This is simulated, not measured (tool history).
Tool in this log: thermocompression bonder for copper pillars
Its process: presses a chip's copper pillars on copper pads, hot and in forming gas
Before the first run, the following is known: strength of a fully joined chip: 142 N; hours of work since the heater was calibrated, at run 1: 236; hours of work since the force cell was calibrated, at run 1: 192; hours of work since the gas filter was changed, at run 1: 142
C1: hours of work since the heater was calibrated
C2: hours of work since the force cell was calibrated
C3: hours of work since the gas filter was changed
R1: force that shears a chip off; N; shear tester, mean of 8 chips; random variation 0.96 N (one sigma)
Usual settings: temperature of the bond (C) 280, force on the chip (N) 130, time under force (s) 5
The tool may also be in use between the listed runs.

{"run": 1, "hour": 0.0, "temperature of the bond (C)": 280, "force on the chip (N)": 130, "time under force (s)": 5, "C1": 236, "C2": 192, "C3": 142, "R1": 78.4}
{"run": 2, "hour": 13.6, "temperature of the bond (C)": 280, "force on the chip (N)": 130, "time under force (s)": 5, "C1": 243, "C2": 200, "C3": 149, "R1": 79.5}
{"run": 3, "hour": 26.7, "temperature of the bond (C)": 280, "force on the chip (N)": 130, "time under force (s)": 5, "C1": 250, "C2": 207, "C3": 156, "R1": 78.5}
{"run": 4, "hour": 46.2, "temperature of the bond (C)": 280, "force on the chip (N)": 130, "time under force (s)": 5, "C1": 260, "C2": 217, "C3": 167, "R1": 77.5}
{"run": 5, "hour": 65.7, "temperature of the bond (C)": 280, "force on the chip (N)": 130, "time under force (s)": 5, "C1": 271, "C2": 228, "C3": 177, "R1": 78.2}
{"run": 6, "hour": 81.8, "temperature of the bond (C)": 280, "force on the chip (N)": 130, "time under force (s)": 5, "C1": 280, "C2": 236, "C3": 186, "R1": 78.3}
{"run": 7, "hour": 91.4, "temperature of the bond (C)": 280, "force on the chip (N)": 130, "time under force (s)": 5, "C1": 285, "C2": 241, "C3": 191, "R1": 78.1}
{"run": 8, "hour": 110.5, "temperature of the bond (C)": 280, "force on the chip (N)": 130, "time under force (s)": 5, "C1": 295, "C2": 252, "C3": 201, "R1": 77.5}
{"run": 9, "hour": 129.7, "temperature of the bond (C)": 280, "force on the chip (N)": 130, "time under force (s)": 5, "C1": 305, "C2": 262, "C3": 211, "R1": 76.5}
{"run": 10, "hour": 143.2, "temperature of the bond (C)": 280, "force on the chip (N)": 130, "time under force (s)": 5, "C1": 313, "C2": 269, "C3": 219, "R1": 76.4}
{"run": 11, "hour": 160.8, "temperature of the bond (C)": 280, "force on the chip (N)": 130, "time under force (s)": 5, "C1": 322, "C2": 279, "C3": 228, "R1": 74.2}
{"run": 12, "hour": 175.4, "temperature of the bond (C)": 280, "force on the chip (N)": 161, "time under force (s)": 5, "C1": 330, "C2": 287, "C3": 236, "R1": 93}
{"run": 13, "hour": 189.1, "temperature of the bond (C)": 280, "force on the chip (N)": 161, "time under force (s)": 5, "C1": 337, "C2": 294, "C3": 243, "R1": 90.6}
{"run": 14, "hour": 208.6, "temperature of the bond (C)": 280, "force on the chip (N)": 161, "time under force (s)": 5, "C1": 348, "C2": 304, "C3": 254, "R1": 91.9}
{"run": 15, "hour": 216.7, "temperature of the bond (C)": 280, "force on the chip (N)": 161, "time under force (s)": 5, "C1": 352, "C2": 309, "C3": 258, "R1": 92.5}
{"run": 16, "hour": 228.9, "temperature of the bond (C)": 280, "force on the chip (N)": 161, "time under force (s)": 5, "C1": 359, "C2": 315, "C3": 265, "R1": 94.1}
{"run": 17, "hour": 243.1, "temperature of the bond (C)": 280, "force on the chip (N)": 130, "time under force (s)": 5, "C1": 366, "C2": 323, "C3": 272, "R1": 77.1}
{"run": 18, "hour": 252.1, "temperature of the bond (C)": 280, "force on the chip (N)": 130, "time under force (s)": 5, "C1": 371, "C2": 328, "C3": 277, "R1": 77.2}
{"hour": 255.2, "done": "heater calibrated with a thermocouple chip"}
{"run": 19, "hour": 271.0, "temperature of the bond (C)": 291, "force on the chip (N)": 130, "time under force (s)": 5, "C1": 8, "C2": 337, "C3": 286, "R1": 84.2}
{"run": 20, "hour": 279.4, "temperature of the bond (C)": 296, "force on the chip (N)": 152, "time under force (s)": 3, "C1": 13, "C2": 341, "C3": 291, "R1": 89.6}
{"run": 21, "hour": 291.4, "temperature of the bond (C)": 280, "force on the chip (N)": 120, "time under force (s)": 5, "C1": 19, "C2": 348, "C3": 297, "R1": 67.1}
{"hour": 296.0, "done": "heater calibrated with a thermocouple chip, once more"}
{"run": 22, "hour": 301.8, "temperature of the bond (C)": 280, "force on the chip (N)": 120, "time under force (s)": 5, "C1": 3, "C2": 352, "C3": 302, "R1": 73.1}
{"run": 23, "hour": 311.3, "temperature of the bond (C)": 294, "force on the chip (N)": 120, "time under force (s)": 4, "C1": 8, "C2": 358, "C3": 307, "R1": 83.3}
{"run": 24, "hour": 320.7, "temperature of the bond (C)": 257, "force on the chip (N)": 154, "time under force (s)": 5, "C1": 13, "C2": 363, "C3": 312, "R1": 69.1}
{"run": 25, "hour": 336.3, "temperature of the bond (C)": 281, "force on the chip (N)": 150, "time under force (s)": 5, "C1": 22, "C2": 371, "C3": 320, "R1": 90.8}
{"run": 26, "hour": 346.3, "temperature of the bond (C)": 280, "force on the chip (N)": 86, "time under force (s)": 5, "C1": 27, "C2": 376, "C3": 326, "R1": 52.8}
{"run": 27, "hour": 355.8, "temperature of the bond (C)": 280, "force on the chip (N)": 86, "time under force (s)": 5, "C1": 32, "C2": 382, "C3": 331, "R1": 52.1}
{"run": 28, "hour": 375.6, "temperature of the bond (C)": 288, "force on the chip (N)": 156, "time under force (s)": 4, "C1": 43, "C2": 392, "C3": 342, "R1": 93.9}
{"run": 29, "hour": 387.2, "temperature of the bond (C)": 277, "force on the chip (N)": 156, "time under force (s)": 9, "C1": 49, "C2": 398, "C3": 348, "R1": 103.9}
{"run": 30, "hour": 404.3, "temperature of the bond (C)": 295, "force on the chip (N)": 163, "time under force (s)": 7, "C1": 58, "C2": 408, "C3": 357, "R1": 115.3}
{"run": 31, "hour": 421.7, "temperature of the bond (C)": 252, "force on the chip (N)": 130, "time under force (s)": 5, "C1": 68, "C2": 417, "C3": 366, "R1": 50.6}
{"hour": 428.8, "done": "forming gas filter changed"}
{"run": 32, "hour": 435.5, "temperature of the bond (C)": 252, "force on the chip (N)": 98, "time under force (s)": 3, "C1": 75, "C2": 424, "C3": 4, "R1": 30.5}
{"run": 33, "hour": 448.8, "temperature of the bond (C)": 280, "force on the chip (N)": 82, "time under force (s)": 5, "C1": 82, "C2": 431, "C3": 11, "R1": 50}
{"run": 34, "hour": 459.1, "temperature of the bond (C)": 271, "force on the chip (N)": 130, "time under force (s)": 6, "C1": 87, "C2": 437, "C3": 16, "R1": 75.4}
{"run": 35, "hour": 467.4, "temperature of the bond (C)": 271, "force on the chip (N)": 130, "time under force (s)": 6, "C1": 92, "C2": 441, "C3": 21, "R1": 76.7}
{"run": 36, "hour": 478.7, "temperature of the bond (C)": 256, "force on the chip (N)": 141, "time under force (s)": 6, "C1": 98, "C2": 447, "C3": 27, "R1": 67.8}

Consider 5 possible next runs. They are alternatives, not a sequence: every one starts from the tool as it was left by run 36. What does each give?
{"run": "A", "hour": 495.5, "temperature of the bond (C)": 270, "force on the chip (N)": 141, "time under force (s)": 6, "C1": 107, "C2": 456, "C3": 36, "R1": "?"}
{"run": "B", "hour": 495.5, "temperature of the bond (C)": 250, "force on the chip (N)": 170, "time under force (s)": 13, "C1": 107, "C2": 456, "C3": 36, "R1": "?"}
{"run": "C", "hour": 495.5, "temperature of the bond (C)": 267, "force on the chip (N)": 141, "time under force (s)": 11, "C1": 107, "C2": 456, "C3": 36, "R1": "?"}
{"run": "D", "hour": 495.5, "temperature of the bond (C)": 282, "force on the chip (N)": 112, "time under force (s)": 12, "C1": 107, "C2": 456, "C3": 36, "R1": "?"}
{"run": "E", "hour": 495.5, "temperature of the bond (C)": 263, "force on the chip (N)": 130, "time under force (s)": 5, "C1": 107, "C2": 456, "C3": 36, "R1": "?"}

run=A R1=80.5
run=B R1=92.4
run=C R1=93.8
run=D R1=94.8
run=E R1=63.4
Take away the tool's hidden state, keep each run's random variation, and the runs would have read:
run=A R1=81.6
run=B R1=93.9
run=C R1=95.1
run=D R1=95.9
run=E R1=64.4
